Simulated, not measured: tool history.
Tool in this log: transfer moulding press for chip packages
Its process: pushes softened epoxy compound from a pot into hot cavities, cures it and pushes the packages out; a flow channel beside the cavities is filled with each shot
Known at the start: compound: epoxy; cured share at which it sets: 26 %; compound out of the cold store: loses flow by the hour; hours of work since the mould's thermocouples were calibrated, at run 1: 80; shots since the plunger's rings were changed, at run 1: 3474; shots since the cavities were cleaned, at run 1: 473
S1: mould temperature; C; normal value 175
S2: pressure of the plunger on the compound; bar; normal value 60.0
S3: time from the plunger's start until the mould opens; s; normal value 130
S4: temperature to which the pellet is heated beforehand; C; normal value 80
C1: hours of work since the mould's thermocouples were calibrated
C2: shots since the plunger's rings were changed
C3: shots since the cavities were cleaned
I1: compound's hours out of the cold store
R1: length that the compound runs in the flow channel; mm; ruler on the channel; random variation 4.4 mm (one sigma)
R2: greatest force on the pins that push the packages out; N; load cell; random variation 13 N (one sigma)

run,hour,S1,S2,S3,S4,C1,C2,C3,I1,R1,R2
1,0.0,175,60.0,130,80,80,3474,473,37.0,842,877
2,6.0,175,60.0,130,80,85,3546,545,21.5,873,903
3,13.8,175,60.0,130,80,91,3639,638,44.5,820,908
4,22.1,169,60.0,130,80,97,3738,737,36.8,859,1377
5,28.3,169,60.0,130,80,102,3812,811,14.8,914,1511
# hour 36.7: cavities cleaned with cleaning compound and waxed
6,37.8,169,60.0,130,80,108,3908,13,25.1,892,956
7,43.7,169,60.0,130,80,113,3978,83,25.7,877,1036
8,54.9,175,60.0,130,80,121,4112,217,20.8,869,750
9,64.0,175,60.0,130,80,128,4221,326,17.6,872,809
10,74.0,175,60.0,130,80,136,4341,446,25.1,853,902
11,81.8,175,60.0,130,80,142,4433,538,41.8,814,924
12,92.1,175,60.0,130,80,150,4557,662,15.6,874,956
13,98.9,175,60.0,130,80,155,4637,742,11.7,880,1040
14,109.9,175,60.0,130,80,164,4770,875,12.9,876,1012
# hour 113.1: cavities cleaned with cleaning compound and waxed
15,121.8,175,60.0,130,80,172,4893,103,8.6,885,719
16,128.9,175,60.0,130,80,177,4978,188,12.8,881,792
17,138.1,175,60.0,130,80,184,5088,298,36.7,814,788
18,147.8,175,60.0,127,80,192,5204,414,31.1,827,879
19,155.2,175,58.5,145,80,197,5292,502,22.4,838,759
20,160.4,175,57.0,130,75,201,5354,564,11.5,850,943
21,166.9,175,58.1,130,83,206,5432,642,47.1,775,915
22,174.7,175,58.1,130,83,212,5526,736,19.1,841,950
23,185.5,173,60.0,162,83,221,5654,864,25.2,848,829
# hour 189.1: cavities cleaned with cleaning compound and waxed
24,192.1,181,74.2,120,73,224,5715,36,17.6,925,549
25,198.0,181,74.2,120,73,229,5786,107,34.6,887,550
26,205.4,181,74.2,120,84,235,5873,194,19.5,915,620
27,211.7,181,73.9,142,81,240,5949,270,27.8,893,561
28,218.2,181,59.3,142,81,245,6027,348,22.7,810,599
29,225.3,181,59.3,142,81,250,6111,432,18.8,814,620

Below, each run's measurement less what the same run would have read without the hidden state. Both values contain the same run-to-run variation, but the gauge's scatter may not be the same in both:
The hidden state here: true mould temperature over the reading, C; pressure that reaches the compound, % of what is set; grip of the stained cavities, % over clean ones'; drift of the gauge itself on flow_mm, %; drift of the gauge itself on push_out_n, %.
run,R1,R2
1,-59,+285
2,-62,+312
3,-59,+334
4,-64,+535
5,-70,+607
6,-69,+66
7,-70,+143
8,-72,+173
9,-74,+233
10,-75,+295
11,-73,+321
12,-80,+366
13,-82,+414
14,-85,+421
15,-89,+107
16,-89,+162
17,-85,+208
18,-89,+274
19,-91,+253
20,-94,+340
21,-87,+343
22,-96,+375
23,-99,+339
24,-110,+36
25,-107,+75
26,-112,+124
27,-110,+132
28,-102,+165
29,-104,+189
